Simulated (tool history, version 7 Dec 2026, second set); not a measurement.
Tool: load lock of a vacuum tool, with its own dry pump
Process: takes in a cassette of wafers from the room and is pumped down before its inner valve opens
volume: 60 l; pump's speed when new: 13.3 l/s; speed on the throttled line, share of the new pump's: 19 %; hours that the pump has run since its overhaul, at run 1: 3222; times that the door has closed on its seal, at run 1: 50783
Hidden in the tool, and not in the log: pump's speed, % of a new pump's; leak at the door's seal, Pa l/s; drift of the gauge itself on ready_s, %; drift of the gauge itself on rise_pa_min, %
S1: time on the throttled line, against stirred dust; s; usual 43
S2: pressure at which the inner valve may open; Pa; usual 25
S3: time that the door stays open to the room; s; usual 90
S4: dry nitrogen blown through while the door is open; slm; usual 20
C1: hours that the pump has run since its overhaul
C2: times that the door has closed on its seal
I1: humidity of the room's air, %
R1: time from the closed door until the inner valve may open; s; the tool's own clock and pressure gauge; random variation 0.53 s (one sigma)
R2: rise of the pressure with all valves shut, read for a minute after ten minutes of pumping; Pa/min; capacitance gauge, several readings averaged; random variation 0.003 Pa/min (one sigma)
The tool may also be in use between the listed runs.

run 1 hour=0 | S1=43 S2=25 S3=90 S4=20 | C1=3222 C2=50783 | I1=43.4 | R1=73.2 R2=0.266
run 2 hour=403 | S1=43 S2=25 S3=90 S4=11 | C1=3626 C2=52300 | I1=45.4 | R1=74.4 R2=0.275
run 3 hour=731 | S1=43 S2=25 S3=90 S4=11 | C1=3953 C2=53534 | I1=42.7 | R1=75.2 R2=0.281
run 4 hour=1056.6 | S1=43 S2=25 S3=90 S4=20 | C1=4279 C2=54759 | I1=46.1 | R1=73.2 R2=0.281
run 5 hour=1378.9 | S1=43 S2=25 S3=90 S4=20 | C1=4601 C2=55972 | I1=43.5 | R1=74.8 R2=0.284
run 6 hour=1651.7 | S1=72 S2=25 S3=90 S4=20 | C1=4874 C2=56999 | I1=41.2 | R1=97.4 R2=0.299
run 7 hour=2211.3 | S1=72 S2=25 S3=90 S4=20 | C1=5434 C2=59105 | I1=40 | R1=96.7 R2=0.307
run 8 hour=2495 | S1=43 S2=28 S3=90 S4=20 | C1=5717 C2=60173 | I1=44.6 | R1=74.3 R2=0.323
run 9 hour=3116.9 | S1=43 S2=28 S3=90 S4=20 | C1=6339 C2=62514 | I1=44.3 | R1=73.5 R2=0.346
run 10 hour=3425.1 | S1=43 S2=25 S3=58 S4=20 | C1=6648 C2=63674 | I1=47.3 | R1=75.5 R2=0.341
run 11 hour=3933.7 | S1=43 S2=25 S3=58 S4=20 | C1=7156 C2=65588 | I1=48.3 | R1=75.9 R2=0.362
run 12 hour=4545 | S1=43 S2=25 S3=58 S4=20 | C1=7767 C2=67888 | I1=44.7 | R1=75.2 R2=0.383
run 13 hour=5164 | S1=43 S2=25 S3=58 S4=16 | C1=8386 C2=70218 | I1=44.7 | R1=75.2 R2=0.41
run 14 hour=5506.5 | S1=43 S2=25 S3=58 S4=16 | C1=8729 C2=71507 | I1=46.5 | R1=74.9 R2=0.421
run 15 hour=5765.2 | S1=43 S2=22 S3=90 S4=20 | C1=8988 C2=72481 | I1=45.2 | R1=76.3 R2=0.429
run 16 hour=6052.2 | S1=33 S2=27 S3=51 S4=17 | C1=9275 C2=73561 | I1=43.4 | R1=67.4 R2=0.43
run 17 hour=6571.7 | S1=43 S2=25 S3=58 S4=6 | C1=9794 C2=75516 | I1=43.4 | R1=76.4 R2=0.462
-- hour=6620.6 door's seal changed, seat wiped
run 18 hour=6917.2 | S1=43 S2=25 S3=58 S4=6 | C1=10138 C2=1116 | I1=41 | R1=76.1 R2=0.037
run 19 hour=7389.7 | S1=43 S2=25 S3=58 S4=6 | C1=10611 C2=2895 | I1=44.2 | R1=76.3 R2=0.047
run 20 hour=7964.8 | S1=43 S2=25 S3=58 S4=6 | C1=11186 C2=5059 | I1=43.9 | R1=76 R2=0.05
run 21 hour=8262.9 | S1=43 S2=25 S3=195 S4=20 | C1=11484 C2=6181 | I1=42.5 | R1=76.5 R2=0.051
run 22 hour=8649 | S1=43 S2=25 S3=195 S4=20 | C1=11870 C2=7634 | I1=45.5 | R1=76.3 R2=0.061
-- hour=8683 dry pump taken out, an overhauled one fitted
run 23 hour=9017.8 | S1=24 S2=25 S3=33 S4=20 | C1=335 C2=8999 | I1=43.3 | R1=57.7 R2=0.044
run 24 hour=9639.1 | S1=43 S2=25 S3=90 S4=33 | C1=956 C2=11338 | I1=44.7 | R1=73.2 R2=0.054
run 25 hour=9994.2 | S1=43 S2=28 S3=130 S4=20 | C1=1311 C2=12674 | I1=45 | R1=72.2 R2=0.07
run 26 hour=10530.1 | S1=43 S2=21 S3=130 S4=20 | C1=1847 C2=14691 | I1=43.3 | R1=75.2 R2=0.071
run 27 hour=10836 | S1=43 S2=21 S3=130 S4=10 | C1=2153 C2=15842 | I1=48 | R1=75.2 R2=0.094
run 28 hour=11421 | S1=64 S2=26 S3=130 S4=6 | C1=2738 C2=18044 | I1=44.6 | R1=91.3 R2=0.099
run 29 hour=12017.2 | S1=64 S2=26 S3=130 S4=6 | C1=3334 C2=20288 | I1=43.5 | R1=91.7 R2=0.104

5 ways to go on from here, each from the tool as it stands after run 29. What would each give?
run A hour=12303.3 | S1=43 S2=25 S3=90 S4=5 | C1=3620 C2=21365 | I1=45.9 | R1=? R2=?
run B hour=12303.3 | S1=33 S2=26 S3=130 S4=22 | C1=3620 C2=21365 | I1=41.2 | R1=? R2=?
run C hour=12303.3 | S1=43 S2=49 S3=60 S4=20 | C1=3620 C2=21365 | I1=45.5 | R1=? R2=?
run D hour=12303.3 | S1=43 S2=25 S3=34 S4=32 | C1=3620 C2=21365 | I1=43.1 | R1=? R2=?
run E hour=12303.3 | S1=33 S2=26 S3=42 S4=12 | C1=3620 C2=21365 | I1=46.7 | R1=? R2=?

run=A R1=74.7 R2=0.111
run=B R1=65.7 R2=0.094
run=C R1=71.1 R2=0.086
run=D R1=74.7 R2=0.08
run=E R1=65.9 R2=0.094
Without the tool's hidden state the same runs would have given:
run=A R1=73.3 R2=0.054
run=B R1=64.2 R2=0.036
run=C R1=69.8 R2=0.028
run=D R1=73.2 R2=0.022
run=E R1=64.4 R2=0.036

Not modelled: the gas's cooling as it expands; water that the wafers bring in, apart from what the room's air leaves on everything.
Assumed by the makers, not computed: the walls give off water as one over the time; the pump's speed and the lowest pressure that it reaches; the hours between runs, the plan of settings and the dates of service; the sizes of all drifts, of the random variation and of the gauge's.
